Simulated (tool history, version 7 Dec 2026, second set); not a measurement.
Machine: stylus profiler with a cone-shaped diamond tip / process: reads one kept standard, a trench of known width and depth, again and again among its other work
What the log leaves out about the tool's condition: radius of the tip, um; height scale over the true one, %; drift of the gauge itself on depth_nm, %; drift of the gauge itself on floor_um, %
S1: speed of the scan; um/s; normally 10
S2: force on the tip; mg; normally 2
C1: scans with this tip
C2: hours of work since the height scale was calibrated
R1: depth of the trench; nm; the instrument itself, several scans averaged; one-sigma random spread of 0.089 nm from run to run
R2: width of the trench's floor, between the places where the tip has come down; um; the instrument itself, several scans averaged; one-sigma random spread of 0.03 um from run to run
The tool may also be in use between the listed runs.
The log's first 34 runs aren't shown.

run,hour,S1,S2,C1,C2,R1,R2
35,2478.4,23,0.74,18748,570,503.3,13.49
36,2570.3,4,4.49,19521,637,511.95,13.52
37,2626.6,4,4.49,19995,678,511.98,13.5
38,2708.3,17,1.42,20682,738,504.92,13.33
39,2794.6,10,1.06,21408,801,503.67,13.33
40,2847.2,32,4.06,21851,839,510.75,13.22
41,2904.2,6,3.4,22331,881,509.28,13.27
42,2953.2,6,3.4,22742,917,509.33,13.28

Forecast each of these 4 alternatives for the next run:
A,3007.6,15,2,23200,956,?,?
B,3007.6,4,0.76,23200,956,?,?
C,3007.6,4,1.61,23200,956,?,?
D,3007.6,2,1.79,23200,956,?,?

run,R1,R2
A,506.08,13.16
B,502.48,13.22
C,505.05,13.24
D,505.57,13.23
Take away the tool's hidden state, keep each run's random variation, and the runs would have read:
run,R1,R2
A,507.52,15.59
B,503.91,15.65
C,506.49,15.67
D,507.01,15.66

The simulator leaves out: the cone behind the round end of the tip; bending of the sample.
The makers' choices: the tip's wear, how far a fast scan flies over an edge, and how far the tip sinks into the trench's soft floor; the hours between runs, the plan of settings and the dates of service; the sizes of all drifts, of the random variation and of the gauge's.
